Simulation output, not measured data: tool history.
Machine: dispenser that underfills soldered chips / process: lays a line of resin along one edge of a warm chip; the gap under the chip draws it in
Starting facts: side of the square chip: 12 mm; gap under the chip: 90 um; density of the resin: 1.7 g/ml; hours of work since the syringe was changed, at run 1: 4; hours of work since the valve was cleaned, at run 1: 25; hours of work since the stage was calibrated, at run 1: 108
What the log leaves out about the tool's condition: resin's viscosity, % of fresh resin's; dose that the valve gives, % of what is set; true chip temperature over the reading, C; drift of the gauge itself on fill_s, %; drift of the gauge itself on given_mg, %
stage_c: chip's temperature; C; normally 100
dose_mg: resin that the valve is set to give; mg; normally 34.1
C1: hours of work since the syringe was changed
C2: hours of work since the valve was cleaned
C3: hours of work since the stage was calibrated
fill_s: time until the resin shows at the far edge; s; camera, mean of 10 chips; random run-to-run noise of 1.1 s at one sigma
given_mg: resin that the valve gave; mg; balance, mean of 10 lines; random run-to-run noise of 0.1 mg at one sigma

{"run": 1, "day": 0.0, "stage_c": 100, "dose_mg": 34.1, "C1": 4, "C2": 25, "C3": 108, "fill_s": 126.8, "given_mg": 33.37}
{"day": 0.062, "done": "new syringe of resin"}
{"run": 2, "day": 0.208, "stage_c": 100, "dose_mg": 34.1, "C1": 3, "C2": 28, "C3": 112, "fill_s": 122.2, "given_mg": 33.11}
{"day": 0.346, "done": "new syringe of resin"}
{"run": 3, "day": 0.433, "stage_c": 100, "dose_mg": 34.1, "C1": 2, "C2": 32, "C3": 116, "fill_s": 114.0, "given_mg": 33.0}
{"run": 4, "day": 0.583, "stage_c": 100, "dose_mg": 34.1, "C1": 5, "C2": 35, "C3": 119, "fill_s": 126.7, "given_mg": 32.89}
{"day": 0.625, "done": "new syringe of resin"}
{"run": 5, "day": 0.808, "stage_c": 100, "dose_mg": 29.1, "C1": 4, "C2": 39, "C3": 123, "fill_s": 131.8, "given_mg": 28.12}
{"day": 0.908, "done": "new syringe of resin"}
{"run": 6, "day": 1.046, "stage_c": 100, "dose_mg": 29.1, "C1": 3, "C2": 44, "C3": 127, "fill_s": 124.9, "given_mg": 27.73}
{"day": 1.125, "done": "dispensing valve cleaned and set on the balance"}
{"run": 7, "day": 1.212, "stage_c": 100, "dose_mg": 29.1, "C1": 5, "C2": 2, "C3": 130, "fill_s": 136.8, "given_mg": 28.97}
{"day": 1.246, "done": "new syringe of resin"}
{"run": 8, "day": 1.388, "stage_c": 100, "dose_mg": 29.1, "C1": 3, "C2": 5, "C3": 133, "fill_s": 126.6, "given_mg": 28.92}
{"day": 1.525, "done": "new syringe of resin"}
{"run": 9, "day": 1.567, "stage_c": 89, "dose_mg": 34.1, "C1": 1, "C2": 8, "C3": 136, "fill_s": 171.3, "given_mg": 33.97}
{"run": 10, "day": 1.688, "stage_c": 89, "dose_mg": 34.1, "C1": 3, "C2": 10, "C3": 138, "fill_s": 186.9, "given_mg": 33.62}
{"day": 1.812, "done": "new syringe of resin"}
{"run": 11, "day": 1.904, "stage_c": 89, "dose_mg": 34.1, "C1": 2, "C2": 14, "C3": 142, "fill_s": 173.9, "given_mg": 33.71}
{"run": 12, "day": 2.004, "stage_c": 89, "dose_mg": 34.1, "C1": 4, "C2": 16, "C3": 144, "fill_s": 193.4, "given_mg": 33.4}
{"day": 2.096, "done": "new syringe of resin"}
{"run": 13, "day": 2.188, "stage_c": 89, "dose_mg": 34.1, "C1": 2, "C2": 19, "C3": 147, "fill_s": 175.4, "given_mg": 33.35}
{"run": 14, "day": 2.283, "stage_c": 100, "dose_mg": 43.4, "C1": 4, "C2": 21, "C3": 149, "fill_s": 123.9, "given_mg": 42.44}
{"day": 2.379, "done": "new syringe of resin"}
{"run": 15, "day": 2.471, "stage_c": 100, "dose_mg": 34.1, "C1": 2, "C2": 25, "C3": 153, "fill_s": 120.2, "given_mg": 33.05}
{"run": 16, "day": 2.642, "stage_c": 100, "dose_mg": 34.1, "C1": 5, "C2": 28, "C3": 156, "fill_s": 140.8, "given_mg": 33.18}
{"day": 2.662, "done": "new syringe of resin"}
{"run": 17, "day": 2.8, "stage_c": 100, "dose_mg": 34.1, "C1": 3, "C2": 31, "C3": 159, "fill_s": 122.3, "given_mg": 32.95}
{"day": 2.95, "done": "new syringe of resin"}
{"run": 18, "day": 3.029, "stage_c": 99, "dose_mg": 34.1, "C1": 1, "C2": 35, "C3": 163, "fill_s": 121.2, "given_mg": 33.04}
{"day": 3.233, "done": "new syringe of resin"}
{"run": 19, "day": 3.267, "stage_c": 107, "dose_mg": 38.4, "C1": 1, "C2": 39, "C3": 167, "fill_s": 87.8, "given_mg": 36.82}
{"run": 20, "day": 3.496, "stage_c": 100, "dose_mg": 39.3, "C1": 5, "C2": 43, "C3": 171, "fill_s": 135.0, "given_mg": 37.61}
{"day": 3.517, "done": "new syringe of resin"}
{"day": 3.592, "done": "dispensing valve cleaned and set on the balance"}
{"run": 21, "day": 3.717, "stage_c": 100, "dose_mg": 36.0, "C1": 3, "C2": 2, "C3": 175, "fill_s": 125.4, "given_mg": 35.85}
{"run": 22, "day": 3.825, "stage_c": 100, "dose_mg": 36.0, "C1": 5, "C2": 4, "C3": 177, "fill_s": 134.1, "given_mg": 35.87}
{"day": 3.858, "done": "new syringe of resin"}
{"run": 23, "day": 4.0, "stage_c": 100, "dose_mg": 36.0, "C1": 3, "C2": 8, "C3": 180, "fill_s": 121.7, "given_mg": 35.58}
{"day": 4.142, "done": "new syringe of resin"}
{"run": 24, "day": 4.233, "stage_c": 106, "dose_mg": 30.1, "C1": 2, "C2": 12, "C3": 184, "fill_s": 96.1, "given_mg": 29.69}
{"run": 25, "day": 4.362, "stage_c": 94, "dose_mg": 34.1, "C1": 4, "C2": 14, "C3": 186, "fill_s": 159.2, "given_mg": 33.57}
{"day": 4.438, "done": "new syringe of resin"}
{"run": 26, "day": 4.596, "stage_c": 104, "dose_mg": 32.4, "C1": 3, "C2": 18, "C3": 191, "fill_s": 108.0, "given_mg": 31.69}
{"day": 4.738, "done": "new syringe of resin"}
{"run": 27, "day": 4.75, "stage_c": 110, "dose_mg": 31.1, "C1": 0, "C2": 21, "C3": 193, "fill_s": 79.6, "given_mg": 30.22}
{"run": 28, "day": 4.942, "stage_c": 110, "dose_mg": 31.1, "C1": 4, "C2": 25, "C3": 197, "fill_s": 93.7, "given_mg": 30.19}
{"day": 5.021, "done": "new syringe of resin"}
{"run": 29, "day": 5.058, "stage_c": 110, "dose_mg": 31.1, "C1": 1, "C2": 27, "C3": 199, "fill_s": 82.8, "given_mg": 30.29}
{"run": 30, "day": 5.242, "stage_c": 85, "dose_mg": 30.0, "C1": 4, "C2": 30, "C3": 203, "fill_s": 240.7, "given_mg": 29.04}
{"day": 5.312, "done": "new syringe of resin"}
{"run": 31, "day": 5.467, "stage_c": 86, "dose_mg": 31.5, "C1": 3, "C2": 34, "C3": 207, "fill_s": 213.3, "given_mg": 30.37}
{"day": 5.608, "done": "new syringe of resin"}
{"run": 32, "day": 5.671, "stage_c": 89, "dose_mg": 33.7, "C1": 1, "C2": 38, "C3": 210, "fill_s": 175.3, "given_mg": 32.47}
{"run": 33, "day": 5.796, "stage_c": 89, "dose_mg": 33.7, "C1": 4, "C2": 40, "C3": 213, "fill_s": 189.8, "given_mg": 32.39}
{"day": 5.896, "done": "new syringe of resin"}
{"run": 34, "day": 5.933, "stage_c": 99, "dose_mg": 29.6, "C1": 1, "C2": 43, "C3": 215, "fill_s": 123.7, "given_mg": 28.24}
{"day": 6.054, "done": "dispensing valve cleaned and set on the balance"}
{"run": 35, "day": 6.15, "stage_c": 99, "dose_mg": 29.6, "C1": 4, "C2": 2, "C3": 218, "fill_s": 136.8, "given_mg": 29.54}

What if the next run were any one of these 3? Each begins from the tool's condition after run 35:
{"day": 6.233, "done": "new syringe of resin"}
{"run": "A", "day": 6.292, "stage_c": 99, "dose_mg": 36.4, "C1": 1, "C2": 4, "C3": 221, "fill_s": "?", "given_mg": "?"}
{"day": 6.233, "done": "new syringe of resin"}
{"run": "B", "day": 6.292, "stage_c": 108, "dose_mg": 31.7, "C1": 1, "C2": 4, "C3": 221, "fill_s": "?", "given_mg": "?"}
{"day": 6.233, "done": "new syringe of resin"}
{"run": "C", "day": 6.292, "stage_c": 111, "dose_mg": 29.6, "C1": 1, "C2": 4, "C3": 221, "fill_s": "?", "given_mg": "?"}

run=A fill_s=119.2 given_mg=36.31
run=B fill_s=89.8 given_mg=31.43
run=C fill_s=80.0 given_mg=29.43
What these runs would have given with no unlogged condition in the tool:
run=A fill_s=108.9 given_mg=36.46
run=B fill_s=82.2 given_mg=31.55
run=C fill_s=73.1 given_mg=29.54

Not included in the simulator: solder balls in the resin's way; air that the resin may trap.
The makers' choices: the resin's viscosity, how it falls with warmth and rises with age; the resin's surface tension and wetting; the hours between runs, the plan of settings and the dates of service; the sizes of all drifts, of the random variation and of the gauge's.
